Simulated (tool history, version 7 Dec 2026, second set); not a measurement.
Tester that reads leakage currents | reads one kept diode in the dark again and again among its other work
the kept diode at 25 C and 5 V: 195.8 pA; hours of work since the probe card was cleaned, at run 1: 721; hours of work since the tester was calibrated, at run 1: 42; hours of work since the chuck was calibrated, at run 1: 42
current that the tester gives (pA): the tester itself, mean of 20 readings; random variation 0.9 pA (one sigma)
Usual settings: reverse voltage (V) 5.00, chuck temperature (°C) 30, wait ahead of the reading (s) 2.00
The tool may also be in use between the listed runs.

| run | day | reverse voltage (V) | chuck temperature (°C) | wait ahead of the reading (s) | hours of work since the probe card was cleaned | hours of work since the tester was calibrated | hours of work since the chuck was calibrated | current that the tester gives (pA) |
|---|---|---|---|---|---|---|---|---|
| 1 | 0.000 | 5.00 | 30 | 2.00 | 721 | 42 | 42 | 303.97 |
| 2 | 4.658 | 5.00 | 30 | 2.00 | 790 | 111 | 111 | 303.60 |
| 3 | 11.754 | 5.00 | 30 | 2.00 | 895 | 215 | 215 | 302.31 |
| 4 | 21.079 | 5.00 | 30 | 2.00 | 1032 | 353 | 353 | 301.71 |
| 5 | 25.962 | 5.00 | 30 | 2.00 | 1104 | 425 | 425 | 301.89 |
| 6 | 30.158 | 5.00 | 30 | 2.00 | 1166 | 487 | 487 | 301.51 |
| 7 | 34.858 | 5.00 | 30 | 2.00 | 1236 | 557 | 557 | 302.18 |
| 8 | 42.071 | 5.00 | 30 | 2.00 | 1342 | 663 | 663 | 300.75 |
| 9 | 47.529 | 5.00 | 30 | 2.00 | 1423 | 744 | 744 | 300.97 |
| 10 | 52.604 | 5.00 | 30 | 2.00 | 1498 | 818 | 818 | 299.45 |
| 11 | 58.392 | 5.00 | 30 | 2.00 | 1583 | 904 | 904 | 300.17 |
| 12 | 63.100 | 5.00 | 30 | 2.00 | 1653 | 973 | 973 | 298.71 |
| 13 | 70.946 | 5.00 | 30 | 2.00 | 1768 | 1089 | 1089 | 298.35 |
| 14 | 75.000 | 2.74 | 30 | 2.00 | 1828 | 1149 | 1149 | 213.23 |
| 15 | 79.121 | 2.74 | 30 | 2.00 | 1889 | 1210 | 1210 | 212.59 |
| 16 | 88.167 | 5.00 | 30 | 2.00 | 2023 | 1343 | 1343 | 298.43 |
| 17 | 96.754 | 5.00 | 30 | 0.62 | 2149 | 1470 | 1470 | 297.21 |
|  | 101.275 | probe card cleaned and baked |
| 18 | 103.529 | 5.00 | 30 | 0.62 | 33 | 1568 | 1568 | 287.01 |
| 19 | 112.817 | 5.00 | 30 | 0.62 | 170 | 1705 | 1705 | 285.20 |
| 20 | 120.871 | 5.00 | 30 | 0.62 | 289 | 1824 | 1824 | 285.19 |
|  | 124.954 | chuck's temperature calibrated |
| 21 | 129.375 | 18.19 | 48 | 0.62 | 414 | 1949 | 65 | 2334.04 |
| 22 | 135.625 | 3.23 | 32 | 3.69 | 506 | 2041 | 158 | 257.58 |
| 23 | 144.558 | 10.58 | 29 | 3.69 | 638 | 2173 | 289 | 389.13 |
| 24 | 152.679 | 10.58 | 29 | 3.69 | 758 | 2293 | 409 | 389.73 |
|  | 154.575 | chuck's temperature calibrated, once more |
| 25 | 160.217 | 2.91 | 28 | 1.20 | 868 | 2403 | 83 | 188.31 |
| 26 | 166.833 | 2.91 | 28 | 1.20 | 965 | 2500 | 181 | 187.71 |
| 27 | 175.167 | 6.88 | 26 | 1.20 | 1088 | 2623 | 304 | 257.82 |
| 28 | 182.292 | 6.88 | 26 | 1.20 | 1193 | 2729 | 409 | 258.99 |
| 29 | 186.812 | 5.00 | 30 | 9.27 | 1260 | 2795 | 476 | 298.96 |
| 30 | 196.004 | 5.00 | 30 | 9.27 | 1396 | 2931 | 612 | 298.27 |
| 31 | 203.571 | 2.75 | 58 | 0.35 | 1508 | 3043 | 723 | 1737.93 |
| 32 | 213.346 | 11.35 | 46 | 0.36 | 1652 | 3187 | 868 | 1623.59 |
| 33 | 221.079 | 1.65 | 46 | 5.90 | 1766 | 3301 | 982 | 549.22 |
| 34 | 227.496 | 5.69 | 48 | 2.80 | 1861 | 3396 | 1076 | 1269.65 |
| 35 | 232.200 | 6.59 | 30 | 2.00 | 1930 | 3465 | 1146 | 347.64 |
| 36 | 241.058 | 6.59 | 30 | 2.00 | 2061 | 3596 | 1277 | 345.13 |
| 37 | 246.542 | 6.59 | 30 | 2.00 | 2142 | 3677 | 1358 | 343.05 |
|  | 251.658 | probe card cleaned and baked |
| 38 | 254.933 | 1.06 | 37 | 2.00 | 48 | 3799 | 1480 | 209.77 |
| 39 | 260.071 | 1.06 | 37 | 2.00 | 124 | 3875 | 1555 | 209.28 |
| 40 | 264.154 | 2.67 | 37 | 3.04 | 184 | 3935 | 1616 | 348.87 |

How the hidden state differs across the entries between the runs, from the last listed run before each to the first after it:
Between runs 17 and 18: probe card cleaned and baked (day 101.275)
  stray current of the dirty probe card, pA a volt: 2.096 -> 0.058; current scale over the true one, %: -0.82 -> -0.87; true chuck temperature over the reading, C: -0.39 -> -0.43
  measured less the result without the state, current that the tester gives (pA): -1.57 -> -12.70
Between runs 20 and 21: chuck's temperature calibrated (day 124.954)
  stray current of the dirty probe card, pA a volt: 0.319 -> 0.432; current scale over the true one, %: -1.02 -> -1.1; true chuck temperature over the reading, C: -0.51 -> -0.76
  measured less the result without the state, current that the tester gives (pA): -13.81 -> -153.24
Between runs 24 and 25: chuck's temperature calibrated, once more (day 154.575)
  stray current of the dirty probe card, pA a volt: 0.77 -> 0.883; current scale over the true one, %: -1.3 -> -1.37; true chuck temperature over the reading, C: -0.87 -> 0.07
  measured less the result without the state, current that the tester gives (pA): -26.37 -> +0.95
Between runs 37 and 38: probe card cleaned and baked (day 251.658)
  stray current of the dirty probe card, pA a volt: 2.146 -> 0.07; current scale over the true one, %: -2.12 -> -2.19; true chuck temperature over the reading, C: -0.36 -> -0.4
  measured less the result without the state, current that the tester gives (pA): -3.49 -> -11.45
